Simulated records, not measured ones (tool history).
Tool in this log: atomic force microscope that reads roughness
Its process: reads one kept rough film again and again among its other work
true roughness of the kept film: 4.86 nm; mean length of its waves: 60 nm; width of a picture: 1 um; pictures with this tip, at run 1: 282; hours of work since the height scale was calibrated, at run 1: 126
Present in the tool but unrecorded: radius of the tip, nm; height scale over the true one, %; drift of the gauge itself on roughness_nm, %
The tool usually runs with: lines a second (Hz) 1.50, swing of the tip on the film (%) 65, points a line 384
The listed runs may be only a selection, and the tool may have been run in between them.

| run | hour | lines a second (Hz) | swing of the tip on the film (%) | points a line | pictures with this tip | hours of work since the height scale was calibrated | roughness of the kept film (nm (root mean square)) |
|---|---|---|---|---|---|---|---|
| 1 | 0.0 | 1.50 | 65 | 384 | 282 | 126 | 4.349 |
| 2 | 28.9 | 1.50 | 65 | 308 | 311 | 137 | 4.289 |
|  | 66.4 | new tip fitted |
| 3 | 77.5 | 1.50 | 89 | 384 | 12 | 157 | 4.325 |
| 4 | 124.2 | 1.50 | 65 | 384 | 58 | 176 | 4.517 |
| 5 | 169.3 | 0.51 | 65 | 384 | 103 | 195 | 4.511 |
| 6 | 210.2 | 0.51 | 59 | 384 | 144 | 211 | 4.510 |
| 7 | 247.3 | 2.41 | 59 | 384 | 182 | 227 | 4.375 |
| 8 | 290.0 | 2.41 | 59 | 384 | 224 | 244 | 4.384 |
| 9 | 346.2 | 1.50 | 65 | 384 | 280 | 267 | 4.304 |
| 10 | 374.0 | 1.50 | 65 | 384 | 308 | 278 | 4.260 |
|  | 411.0 | new tip fitted |
| 11 | 421.5 | 1.50 | 65 | 384 | 10 | 298 | 4.550 |
| 12 | 453.7 | 1.50 | 65 | 384 | 43 | 311 | 4.564 |
| 13 | 507.6 | 1.50 | 65 | 823 | 97 | 333 | 4.487 |
| 14 | 545.1 | 0.56 | 72 | 635 | 134 | 348 | 4.468 |
| 15 | 604.1 | 1.48 | 88 | 412 | 193 | 372 | 4.197 |
| 16 | 633.8 | 1.48 | 88 | 569 | 223 | 384 | 4.169 |
| 17 | 672.6 | 1.48 | 64 | 669 | 262 | 400 | 4.327 |
| 18 | 720.7 | 1.50 | 59 | 467 | 310 | 420 | 4.323 |
|  | 759.1 | new tip fitted |
| 19 | 763.7 | 2.61 | 56 | 367 | 5 | 437 | 4.581 |
| 20 | 813.7 | 2.61 | 66 | 310 | 55 | 458 | 4.428 |
| 21 | 856.6 | 2.61 | 66 | 310 | 97 | 475 | 4.417 |
| 22 | 903.7 | 1.72 | 89 | 310 | 145 | 494 | 4.150 |
| 23 | 942.9 | 1.72 | 89 | 310 | 184 | 510 | 4.118 |
| 24 | 978.0 | 3.77 | 76 | 496 | 219 | 525 | 4.068 |
| 25 | 1029.9 | 3.77 | 76 | 496 | 271 | 546 | 3.990 |
| 26 | 1081.2 | 3.77 | 58 | 496 | 322 | 567 | 4.192 |

Consider 3 possible next runs. They are alternatives, not a sequence: every one starts from the tool as it was left by run 26. What does each give?
|  | 1105.0 | new tip fitted |
| A | 1108.7 | 1.67 | 86 | 657 | 3 | 578 | ? |
|  | 1105.0 | new tip fitted |
| B | 1108.7 | 0.77 | 83 | 768 | 3 | 578 | ? |
|  | 1105.0 | new tip fitted |
| C | 1108.7 | 3.77 | 68 | 496 | 3 | 578 | ? |

| run | roughness of the kept film (nm (root mean square)) |
|---|---|
| A | 4.354 |
| B | 4.511 |
| C | 4.405 |
Had the tool no hidden state, the same runs would have come out as:
| run | roughness of the kept film (nm (root mean square)) |
|---|---|
| A | 4.384 |
| B | 4.542 |
| C | 4.435 |
